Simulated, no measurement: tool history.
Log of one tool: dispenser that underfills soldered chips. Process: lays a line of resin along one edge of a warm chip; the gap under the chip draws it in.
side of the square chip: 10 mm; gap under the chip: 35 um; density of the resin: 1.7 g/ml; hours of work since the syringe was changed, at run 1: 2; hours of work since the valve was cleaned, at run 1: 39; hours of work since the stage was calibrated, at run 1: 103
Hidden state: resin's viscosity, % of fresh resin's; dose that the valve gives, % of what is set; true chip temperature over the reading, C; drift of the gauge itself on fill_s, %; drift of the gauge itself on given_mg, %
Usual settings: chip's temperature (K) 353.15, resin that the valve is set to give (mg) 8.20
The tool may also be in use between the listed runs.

run   hour  chip's temperature (K)  resin that the valve is set to give (mg)  hours of work since the syringe was changed  hours of work since the valve was cleaned  hours of work since the stage was calibrated  time until the resin shows at the far edge (s)  resin that the valve gave (mg)
  1    0.0                  353.15                                      8.20                                            2                                         39                                           103                                           185.5                            7.96
  2    3.5                  353.15                                      8.20                                            4                                         42                                           106                                           214.7                            7.97
  3    7.8                  353.15                                      8.20                                            7                                         45                                           109                                           261.2                            7.87
       9.8  -- new syringe of resin
  4   14.8                  353.15                                      8.20                                            4                                         50                                           113                                           207.4                            7.92
      20.5  -- dispensing valve cleaned and set on the balance
  5   21.6                  353.15                                      8.20                                            8                                          1                                           118                                           269.1                            8.23
      22.9  -- new syringe of resin
  6   27.9                  353.15                                      8.20                                            4                                          5                                           122                                           213.4                            8.23
  7   30.9                  343.15                                      8.20                                            6                                          7                                           124                                           339.3                            8.16
      34.9  -- new syringe of resin
  8   37.2                  343.15                                      8.20                                            2                                         12                                           129                                           262.1                            8.18
  9   42.8                  353.15                                      7.54                                            6                                         16                                           133                                           247.1                            7.39
      47.2  -- new syringe of resin
 10   48.6                  353.15                                      7.54                                            1                                         20                                           137                                           181.9                            7.50
 11   53.3                  353.15                                      7.54                                            4                                         23                                           140                                           224.4                            7.39
 12   58.6                  353.15                                      7.54                                            8                                         27                                           144                                           289.4                            7.40
      59.2  -- new syringe of resin
 13   62.6                  353.15                                      8.20                                            2                                         30                                           147                                           195.8                            8.09
 14   67.8                  344.15                                      8.30                                            6                                         33                                           150                                           329.5                            8.09
      71.2  -- new syringe of resin
 15   74.3                  366.15                                      8.76                                            2                                         38                                           155                                           128.4                            8.57
 16   78.2                  343.15                                      7.36                                            5                                         41                                           158                                           341.5                            7.18
      83.4  -- new syringe of resin
 17   83.8                  343.15                                      7.36                                            0                                         44                                           161                                           251.5                            7.23
 18   87.4                  367.15                                     10.26                                            3                                         47                                           164                                           125.2                            9.99
 19   91.2                  343.15                                     10.66                                            6                                         50                                           167                                           324.7                           10.32
      95.5  -- new syringe of resin
      97.5  -- dispensing valve cleaned and set on the balance
 20   97.7                  355.15                                      7.76                                            1                                          0                                           171                                           168.3                            7.80
 21  102.7                  355.15                                      7.76                                            4                                          4                                           174                                           211.3                            7.78
     108.5  -- new syringe of resin
 22  109.2                  350.15                                      9.61                                            0                                          8                                           179                                           187.8                            9.58
 23  115.7                  347.15                                      9.54                                            5                                         13                                           183                                           276.2                            9.47
 24  120.0                  345.15                                      7.12                                            8                                         16                                           186                                           392.0                            7.08
     120.7  -- new syringe of resin
 25  123.9                  346.15                                      8.45                                            2                                         19                                           189                                           243.0                            8.40

3 ways to go on from here, each from the tool as it stands after run 25. What would each give?
  A  127.8                  345.15                                      7.93                                            5                                         21                                           192                                               ?                               ?
  B  127.8                  352.15                                      8.20                                            5                                         21                                           192                                               ?                               ?
  C  127.8                  363.15                                      8.46                                            5                                         21                                           192                                               ?                               ?

run  time until the resin shows at the far edge (s)  resin that the valve gave (mg)
  A                                           305.9                            7.80
  B                                           238.2                            8.04
  C                                           164.7                            8.35
Without the tool's hidden state the same runs would have given:
run  time until the resin shows at the far edge (s)  resin that the valve gave (mg)
  A                                           219.8                            7.91
  B                                           171.5                            8.15
  C                                           118.8                            8.46
